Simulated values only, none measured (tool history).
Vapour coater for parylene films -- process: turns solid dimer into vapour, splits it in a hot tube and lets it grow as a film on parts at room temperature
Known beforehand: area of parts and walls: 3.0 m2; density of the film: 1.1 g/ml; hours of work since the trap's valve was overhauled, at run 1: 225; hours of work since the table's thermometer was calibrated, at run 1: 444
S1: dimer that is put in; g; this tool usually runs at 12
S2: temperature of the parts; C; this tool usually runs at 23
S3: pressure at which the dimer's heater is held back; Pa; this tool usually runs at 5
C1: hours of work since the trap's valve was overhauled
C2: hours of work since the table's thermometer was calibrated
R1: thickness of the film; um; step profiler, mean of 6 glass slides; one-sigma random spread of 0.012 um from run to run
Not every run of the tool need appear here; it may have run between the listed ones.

| run | hour | S1 | S2 | S3 | C1 | C2 | R1 |
|---|---|---|---|---|---|---|---|
| 1 | 0 | 12 | 23 | 5 | 225 | 444 | 1.68 |
| 2 | 69.5 | 12 | 16 | 5 | 270 | 489 | 1.87 |
|  | 104 | trap's valve overhauled |
| 3 | 121.2 | 12 | 16 | 5 | 11 | 520 | 1.88 |
| 4 | 160.4 | 12 | 16 | 5 | 37 | 546 | 1.87 |
| 5 | 207 | 12 | 16 | 5 | 67 | 577 | 1.87 |
| 6 | 249.1 | 12 | 23 | 9.23 | 95 | 604 | 1.64 |
| 7 | 305.5 | 12 | 23 | 9.23 | 132 | 641 | 1.61 |
| 8 | 362.1 | 12 | 23 | 5 | 169 | 678 | 1.67 |
| 9 | 395.4 | 12 | 23 | 5 | 191 | 700 | 1.67 |
| 10 | 428 | 12 | 23 | 5 | 212 | 721 | 1.67 |
| 11 | 495.5 | 12 | 23 | 5 | 256 | 765 | 1.68 |
| 12 | 525.6 | 12 | 23 | 5 | 276 | 785 | 1.65 |
|  | 549.1 | trap's valve overhauled |
| 13 | 593.5 | 8 | 23 | 5 | 29 | 827 | 1.11 |
| 14 | 630.9 | 12 | 23 | 5 | 54 | 851 | 1.65 |
| 15 | 668.6 | 12 | 23 | 5 | 78 | 876 | 1.67 |
| 16 | 711.3 | 12 | 23 | 5 | 106 | 904 | 1.66 |
| 17 | 773.9 | 12 | 23 | 5 | 147 | 945 | 1.67 |
| 18 | 812.8 | 8 | 23 | 5 | 172 | 970 | 1.11 |
| 19 | 848.8 | 16 | 23 | 5 | 196 | 994 | 2.2 |
| 20 | 903.1 | 16 | 23 | 5 | 232 | 1029 | 2.22 |
| 21 | 968.2 | 16 | 23 | 5 | 274 | 1072 | 2.25 |
|  | 993.1 | trap's valve overhauled |
| 22 | 1012.3 | 16 | 23 | 5 | 13 | 1098 | 2.2 |
| 23 | 1079.8 | 16 | 23 | 5 | 57 | 1142 | 2.21 |
| 24 | 1113.2 | 12 | 18 | 5 | 78 | 1164 | 1.81 |
| 25 | 1160.6 | 8 | 16 | 9.3 | 110 | 1195 | 1.2 |
| 26 | 1226.9 | 8 | 16 | 9.3 | 153 | 1238 | 1.21 |
|  | 1289 | table's thermometer calibrated |
| 27 | 1297.8 | 8 | 16 | 9.3 | 199 | 6 | 1.21 |
| 28 | 1340.8 | 12 | 30 | 3.99 | 227 | 34 | 1.5 |
| 29 | 1393.8 | 12 | 30 | 11.22 | 261 | 69 | 1.38 |
| 30 | 1427.9 | 12 | 26 | 7.97 | 284 | 91 | 1.54 |
|  | 1439.1 | trap's valve overhauled |
| 31 | 1460.6 | 12 | 27 | 9.53 | 14 | 110 | 1.51 |
| 32 | 1514.6 | 12 | 27 | 9.53 | 49 | 145 | 1.51 |
| 33 | 1580.2 | 20 | 15 | 5 | 92 | 188 | 3.21 |
| 34 | 1646.8 | 12 | 23 | 5.52 | 136 | 231 | 1.65 |
| 35 | 1691.9 | 9 | 24 | 5.52 | 165 | 261 | 1.23 |
| 36 | 1743.6 | 9 | 24 | 7.64 | 199 | 295 | 1.2 |
| 37 | 1777.3 | 12 | 23 | 2.36 | 221 | 317 | 1.74 |
| 38 | 1834.6 | 12 | 23 | 2.36 | 259 | 354 | 1.73 |
| 39 | 1872.7 | 12 | 23 | 2.36 | 284 | 379 | 1.74 |
|  | 1888 | trap's valve overhauled |
| 40 | 1927.2 | 12 | 23 | 2.36 | 26 | 412 | 1.73 |
| 41 | 1964.4 | 13 | 23 | 4.36 | 50 | 437 | 1.83 |
| 42 | 2009.7 | 13 | 23 | 4.36 | 80 | 466 | 1.81 |
| 43 | 2043.2 | 12 | 17 | 4.36 | 102 | 488 | 1.86 |
| 44 | 2095.4 | 12 | 17 | 4.36 | 136 | 522 | 1.86 |
| 45 | 2162.2 | 14 | 16 | 5.28 | 179 | 566 | 2.2 |
| 46 | 2215.4 | 14 | 16 | 5.28 | 214 | 601 | 2.19 |
| 47 | 2282.5 | 14 | 16 | 5.94 | 258 | 645 | 2.18 |

Predict each of these 4 candidate next runs independently; none follows another, all start after run 47:
| A | 2313.2 | 12 | 20 | 3.34 | 278 | 665 | ? |
| B | 2313.2 | 11 | 15 | 3.57 | 278 | 665 | ? |
| C | 2313.2 | 12 | 23 | 5 | 278 | 665 | ? |
| D | 2313.2 | 12 | 23 | 4.36 | 278 | 665 | ? |

| run | R1 |
|---|---|
| A | 1.78 |
| B | 1.78 |
| C | 1.68 |
| D | 1.67 |
The same runs, with their run-to-run variation unchanged, on a tool lacking any hidden condition would have given:
| run | R1 |
|---|---|
| A | 1.79 |
| B | 1.78 |
| C | 1.69 |
| D | 1.67 |

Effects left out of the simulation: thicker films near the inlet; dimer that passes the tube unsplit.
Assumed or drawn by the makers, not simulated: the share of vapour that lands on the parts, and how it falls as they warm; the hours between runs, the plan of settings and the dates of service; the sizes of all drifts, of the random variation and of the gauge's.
